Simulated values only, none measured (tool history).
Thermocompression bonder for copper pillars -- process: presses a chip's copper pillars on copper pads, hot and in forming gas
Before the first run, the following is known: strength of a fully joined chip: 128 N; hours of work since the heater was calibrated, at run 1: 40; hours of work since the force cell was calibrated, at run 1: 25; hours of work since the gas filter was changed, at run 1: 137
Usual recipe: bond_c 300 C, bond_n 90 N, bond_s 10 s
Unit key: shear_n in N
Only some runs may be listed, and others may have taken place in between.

run,hour,bond_c,bond_n,bond_s,hours of work since the heater was calibrated,hours of work since the force cell was calibrated,hours of work since the gas filter was changed,shear_n
1,0.0,300,90,10,40,25,137,94.2
2,20.4,300,90,10,49,34,147,94.9
3,42.3,300,90,10,60,44,157,94.4
4,59.0,300,116,10,67,52,165,104.0
5,86.8,300,116,10,80,65,178,103.3
6,108.5,300,90,10,91,76,188,94.2
7,126.2,300,90,10,99,84,196,94.0
8,154.1,300,90,17,112,97,209,105.2
9,183.8,300,90,17,126,111,223,105.3
10,196.0,300,90,10,132,117,229,94.0
11,223.4,300,90,10,145,130,242,94.0
12,242.1,300,54,10,153,138,251,72.8
13,262.7,300,54,10,163,148,260,72.6
14,292.4,310,90,10,177,162,274,98.5
15,305.0,310,90,10,183,168,280,98.7
16,323.3,310,90,10,192,176,289,98.9
17,341.4,310,90,10,200,185,297,98.7
18,357.8,310,90,10,208,193,305,98.2
19,384.7,310,90,10,220,205,318,99.0
20,398.9,299,90,10,227,212,324,92.1
# hour 413.9: forming gas filter changed
21,427.9,299,90,10,240,225,7,93.2
22,447.0,299,90,10,249,234,16,93.0
23,472.9,303,106,12,262,247,28,105.1
24,486.9,303,106,12,268,253,34,104.5
25,506.4,303,106,12,277,262,43,104.7
26,522.4,294,68,12,285,270,51,82.3
27,546.3,294,68,12,296,281,62,82.6
28,571.5,303,68,26,308,293,74,104.1
29,601.7,303,68,26,322,307,88,103.8
30,626.9,303,68,26,334,319,100,103.0
31,651.4,319,68,6,345,330,112,79.8
32,680.9,319,68,6,359,344,125,79.4
33,693.8,300,72,10,365,350,131,83.7
34,713.1,300,62,28,374,359,141,100.4
35,732.4,300,62,28,383,368,150,100.0
36,756.9,322,124,10,395,380,161,112.9
37,785.5,273,90,10,408,393,175,77.0
38,805.7,274,122,9,418,403,184,88.4
39,831.3,274,122,9,430,415,196,88.7

Here are 3 independent what-if runs from the current tool condition. What would each one return?
# hour 851.2: gauge calibrated
A,855.4,274,122,11,441,426,207,?
# hour 851.2: gauge calibrated
B,855.4,284,115,13,441,426,207,?
# hour 851.2: gauge calibrated
C,855.4,328,122,9,441,426,207,?

run,shear_n
A,95.2
B,101.7
C,115.7
What these runs would have given with no unlogged condition in the tool:
run,shear_n
A,95.3
B,101.8
C,115.8
